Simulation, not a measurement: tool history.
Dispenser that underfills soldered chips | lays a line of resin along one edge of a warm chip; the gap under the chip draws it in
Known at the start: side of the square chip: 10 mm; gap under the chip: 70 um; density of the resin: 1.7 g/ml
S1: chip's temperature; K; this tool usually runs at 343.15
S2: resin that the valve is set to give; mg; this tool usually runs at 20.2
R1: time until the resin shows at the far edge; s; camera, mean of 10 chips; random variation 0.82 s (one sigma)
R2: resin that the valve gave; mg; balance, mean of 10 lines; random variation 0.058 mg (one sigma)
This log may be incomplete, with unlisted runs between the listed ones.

run	hour	S1	S2	R1	R2
1	0	343.15	20.2	79.5	20.03
# hour 5.3: new syringe of resin
2	6.2	332.15	20.2	123.7	19.92
# hour 13.3: new syringe of resin
3	16.4	343.15	18.7	81	18.34
# hour 21: new syringe of resin
4	24.7	343.15	19.5	79.6	19.16
# hour 29: new syringe of resin
5	30.2	343.15	19.5	75.5	19.08
# hour 36.9: new syringe of resin
6	38.7	343.15	19.5	77.6	19.1
# hour 44.5: new syringe of resin
7	46	338.15	20.2	96.1	19.65
# hour 52.2: new syringe of resin
# hour 54: dispensing valve cleaned and set on the balance
8	56.1	355.15	20.2	47	20.25
# hour 61: new syringe of resin
9	64	355.15	20.2	47.8	20.12
# hour 68.4: new syringe of resin
10	69.4	355.15	20.2	44.1	20
# hour 75.9: new syringe of resin
11	76.8	355.15	20.2	44.3	20.04
12	80.9	355.15	20.2	52.2	19.96
# hour 83.7: new syringe of resin
13	89.4	343.15	23.7	85.4	23.41
# hour 91.5: new syringe of resin
14	96.5	343.15	23.7	83.4	23.24
# hour 99: new syringe of resin
15	103.9	343.15	23.7	83.3	23.21
# hour 106.5: new syringe of resin
16	112.9	339.15	20.2	104	19.59
# hour 114.1: new syringe of resin
# hour 121.5: new syringe of resin
17	121.5	339.15	20.2	87	19.69
# hour 128.9: dispensing valve cleaned and set on the balance
# hour 129.9: new syringe of resin
18	130.9	339.15	20.2	88.3	20.1
19	135.5	349.15	25.1	65.9	25
# hour 137.3: new syringe of resin
20	141.5	344.15	23.2	78.3	22.99
# hour 144.9: new syringe of resin
21	146	344.15	23.2	68.4	23.07
22	151.3	341.15	19.9	94.9	19.6
# hour 152.3: new syringe of resin
23	158.6	343.15	26.3	84.2	25.89
# hour 159.7: new syringe of resin
24	163.1	343.15	23.6	76.3	23.17
# hour 167.3: new syringe of resin
25	170.2	343.15	23.6	79.4	23.12
# hour 174.8: new syringe of resin
26	178.9	343.15	23.6	79.8	23.05
# hour 182.2: new syringe of resin
27	185.2	338.15	21.9	95.8	21.35
# hour 190: new syringe of resin
28	192	352.15	21.4	51.1	20.87
# hour 197.5: new syringe of resin
29	198.2	352.15	21.4	48.3	20.76

What does the tool deliver on the next run?
# hour 204.1: dispensing valve cleaned and set on the balance
30	204.2	341.15	23.4	?	?

{"run 30": {"R1": 90.1, "R2": 23.44}}
The same run, on a tool lacking any hidden state, would have yielded R1 81.8 s, R2 23.42 mg.

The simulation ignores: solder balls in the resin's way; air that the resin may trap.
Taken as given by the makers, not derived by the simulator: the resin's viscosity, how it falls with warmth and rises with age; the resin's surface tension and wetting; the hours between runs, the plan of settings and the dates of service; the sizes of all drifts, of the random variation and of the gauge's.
